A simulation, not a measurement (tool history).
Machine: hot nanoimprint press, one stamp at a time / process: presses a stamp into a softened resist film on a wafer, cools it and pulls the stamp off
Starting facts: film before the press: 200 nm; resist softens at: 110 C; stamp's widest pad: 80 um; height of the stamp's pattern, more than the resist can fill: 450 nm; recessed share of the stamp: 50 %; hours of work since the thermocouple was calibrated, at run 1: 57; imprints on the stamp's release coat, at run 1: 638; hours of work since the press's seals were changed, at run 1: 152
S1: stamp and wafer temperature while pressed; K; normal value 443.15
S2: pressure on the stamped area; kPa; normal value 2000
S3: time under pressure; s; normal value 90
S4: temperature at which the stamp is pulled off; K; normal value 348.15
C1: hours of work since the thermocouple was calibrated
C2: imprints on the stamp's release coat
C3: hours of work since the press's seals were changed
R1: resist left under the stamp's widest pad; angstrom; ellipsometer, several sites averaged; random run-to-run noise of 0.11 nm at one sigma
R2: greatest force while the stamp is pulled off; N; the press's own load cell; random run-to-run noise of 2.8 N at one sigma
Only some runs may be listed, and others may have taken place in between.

| run | hour | S1 | S2 | S3 | S4 | C1 | C2 | C3 | R1 | R2 |
|---|---|---|---|---|---|---|---|---|---|---|
| 1 | 0.0 | 443.15 | 2000 | 90 | 348.15 | 57 | 638 | 152 | 708 | 202 |
| 2 | 42.8 | 443.15 | 2000 | 90 | 348.15 | 76 | 695 | 170 | 708 | 204 |
| 3 | 67.3 | 443.15 | 2000 | 90 | 348.15 | 87 | 728 | 181 | 707 | 212 |
| 4 | 111.9 | 443.15 | 2000 | 90 | 348.15 | 107 | 788 | 201 | 711 | 213 |
| 5 | 151.4 | 443.15 | 2000 | 90 | 348.15 | 124 | 841 | 218 | 709 | 214 |
| 6 | 198.6 | 443.15 | 2000 | 90 | 348.15 | 145 | 905 | 239 | 713 | 212 |
| 7 | 230.4 | 443.15 | 2000 | 90 | 348.15 | 159 | 947 | 253 | 716 | 214 |
| 8 | 270.7 | 443.15 | 2000 | 90 | 348.15 | 177 | 1001 | 271 | 716 | 219 |
| 9 | 319.2 | 443.15 | 2000 | 90 | 341.15 | 198 | 1067 | 292 | 715 | 255 |
| 10 | 344.1 | 431.15 | 2000 | 90 | 348.15 | 209 | 1100 | 303 | 1120 | 222 |
| 11 | 377.8 | 431.15 | 2000 | 90 | 352.15 | 224 | 1145 | 318 | 1120 | 205 |
| 12 | 413.7 | 443.15 | 2590 | 90 | 348.15 | 240 | 1193 | 334 | 636 | 220 |
|  | 443.0 | plate thermocouple calibrated |
| 13 | 462.0 | 443.15 | 2590 | 90 | 348.15 | 8 | 1254 | 354 | 619 | 228 |
| 14 | 485.2 | 443.15 | 2590 | 90 | 348.15 | 19 | 1285 | 364 | 620 | 228 |
| 15 | 521.7 | 443.15 | 2000 | 90 | 348.15 | 35 | 1334 | 380 | 703 | 231 |
| 16 | 570.4 | 431.15 | 1280 | 58 | 340.15 | 56 | 1400 | 402 | 1449 | 282 |
| 17 | 596.0 | 443.15 | 1520 | 140 | 333.15 | 67 | 1434 | 413 | 671 | 322 |
| 18 | 639.4 | 443.15 | 2310 | 90 | 348.15 | 87 | 1492 | 432 | 658 | 233 |
| 19 | 688.9 | 450.15 | 2310 | 90 | 352.15 | 108 | 1559 | 454 | 515 | 216 |
| 20 | 736.7 | 450.15 | 2310 | 90 | 352.15 | 130 | 1623 | 475 | 517 | 218 |
| 21 | 777.8 | 450.15 | 2310 | 90 | 352.15 | 148 | 1678 | 493 | 518 | 222 |
| 22 | 807.2 | 443.15 | 2000 | 66 | 333.15 | 161 | 1718 | 506 | 808 | 337 |
|  | 823.6 | stamp cleaned and given a new release coat |
| 23 | 860.2 | 443.15 | 3110 | 74 | 340.15 | 181 | 49 | 527 | 628 | 218 |
| 24 | 889.2 | 443.15 | 1530 | 47 | 351.15 | 194 | 88 | 540 | 1032 | 177 |
| 25 | 934.2 | 443.15 | 2860 | 76 | 348.15 | 214 | 148 | 560 | 646 | 184 |
| 26 | 965.2 | 443.15 | 2430 | 76 | 342.15 | 228 | 190 | 573 | 698 | 214 |
| 27 | 996.9 | 443.15 | 2430 | 76 | 342.15 | 242 | 232 | 587 | 699 | 216 |
|  | 1025.4 | plate thermocouple calibrated |
| 28 | 1040.5 | 448.15 | 2000 | 90 | 347.15 | 7 | 287 | 605 | 595 | 195 |
| 29 | 1088.1 | 448.15 | 2000 | 90 | 347.15 | 28 | 351 | 626 | 595 | 194 |

Each row is a separate what-if for the run after 29, all from the same tool condition, not one after another. Results?
| A | 1123.1 | 446.15 | 2000 | 61 | 348.15 | 43 | 398 | 642 | ? | ? |
| B | 1123.1 | 440.15 | 2140 | 136 | 348.15 | 43 | 398 | 642 | ? | ? |
| C | 1123.1 | 443.15 | 1460 | 90 | 352.15 | 43 | 398 | 642 | ? | ? |
| D | 1123.1 | 454.15 | 2010 | 158 | 348.15 | 43 | 398 | 642 | ? | ? |
| E | 1123.1 | 445.15 | 2000 | 90 | 347.15 | 43 | 398 | 642 | ? | ? |

| run | R1 | R2 |
|---|---|---|
| A | 750 | 193 |
| B | 648 | 200 |
| C | 819 | 177 |
| D | 378 | 187 |
| E | 661 | 199 |
With no hidden state in the tool, these same runs would have given:
| run | R1 | R2 |
|---|---|---|
| A | 741 | 178 |
| B | 639 | 185 |
| C | 812 | 163 |
| D | 373 | 173 |
| E | 653 | 184 |
